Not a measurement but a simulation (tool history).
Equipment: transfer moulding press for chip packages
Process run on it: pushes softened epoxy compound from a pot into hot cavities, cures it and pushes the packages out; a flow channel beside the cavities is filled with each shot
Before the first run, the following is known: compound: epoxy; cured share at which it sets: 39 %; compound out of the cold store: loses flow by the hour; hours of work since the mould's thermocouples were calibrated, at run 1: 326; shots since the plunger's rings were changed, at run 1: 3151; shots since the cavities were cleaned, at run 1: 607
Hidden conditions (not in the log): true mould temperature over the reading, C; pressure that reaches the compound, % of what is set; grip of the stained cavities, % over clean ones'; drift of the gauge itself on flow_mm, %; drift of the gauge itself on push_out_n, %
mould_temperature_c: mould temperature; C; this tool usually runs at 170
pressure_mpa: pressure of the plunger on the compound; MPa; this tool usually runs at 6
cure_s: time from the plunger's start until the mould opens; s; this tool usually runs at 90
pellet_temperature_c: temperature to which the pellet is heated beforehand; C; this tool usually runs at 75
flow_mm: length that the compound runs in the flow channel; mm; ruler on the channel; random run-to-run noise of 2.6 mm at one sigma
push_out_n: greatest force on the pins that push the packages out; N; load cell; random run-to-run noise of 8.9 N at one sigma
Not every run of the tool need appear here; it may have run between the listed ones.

run,day,mould_temperature_c,pressure_mpa,cure_s,pellet_temperature_c,hours of work since the mould's thermocouples were calibrated,shots since the plunger's rings were changed,shots since the cavities were cleaned,incoming compound's hours out of the cold store,flow_mm,push_out_n
1,0,170,6,90,75,326,3151,607,21.3,972,399
# day 0.179: cavities cleaned with cleaning compound and waxed
2,1.3,170,6,90,75,348,3559,370,32.6,914,366
# day 2.192: cavities cleaned with cleaning compound and waxed
3,2.296,170,6,90,75,364,3867,35,13.7,1006,417
4,3.538,170,6,90,75,386,4276,444,45.1,861,361
# day 4.25: plunger's sealing rings changed
# day 4.312: cavities cleaned with cleaning compound and waxed
# day 4.567: mould's thermocouples calibrated
5,4.821,170,6,90,75,4,141,141,36.5,902,361
6,6.192,170,6,105,75,28,593,593,30.7,921,300
# day 6.404: cavities cleaned with cleaning compound and waxed
7,6.917,170,6,90,75,40,811,169,9.1,1033,384
8,7.862,170,6,90,75,56,1124,482,46.2,854,368
# day 8.479: cavities cleaned with cleaning compound and waxed
9,8.796,170,4.76,83,75,72,1410,104,13.2,899,475
10,9.962,167,6,114,75,92,1796,490,31.3,928,312
# day 10.508: cavities cleaned with cleaning compound and waxed
11,10.671,170,6.48,105,75,103,2009,55,39.3,920,293
12,11.65,170,6.48,105,76,120,2332,378,21.5,1005,323
# day 12.529: cavities cleaned with cleaning compound and waxed
13,13.133,170,6,75,75,145,2800,199,42.8,874,553
14,13.725,172,6,90,84,155,2995,394,43.6,863,340
# day 14.533: cavities cleaned with cleaning compound and waxed
15,14.625,172,5.23,90,66,170,3272,31,35.1,841,351
16,15.371,172,5.23,90,66,183,3518,277,26.2,879,366

Each row is a separate what-if for the run after 16, all from the same tool condition, not one after another. Results?
A,16.271,172,4.69,79,66,199,3815,574,31.5,?,?
B,16.271,171,5.23,90,73,199,3815,574,11.2,?,?
C,16.271,176,4.67,76,75,199,3815,574,21.2,?,?
D,16.271,170,5.23,90,75,199,3815,574,20.3,?,?
E,16.271,170,6,101,75,199,3815,574,25,?,?

run,flow_mm,push_out_n
A,810,446
B,949,386
C,847,398
D,907,391
E,952,315
Stripped of hidden state, with their random variation kept, the same runs would have yielded:
run,flow_mm,push_out_n
A,811,442
B,950,383
C,848,395
D,908,388
E,952,312
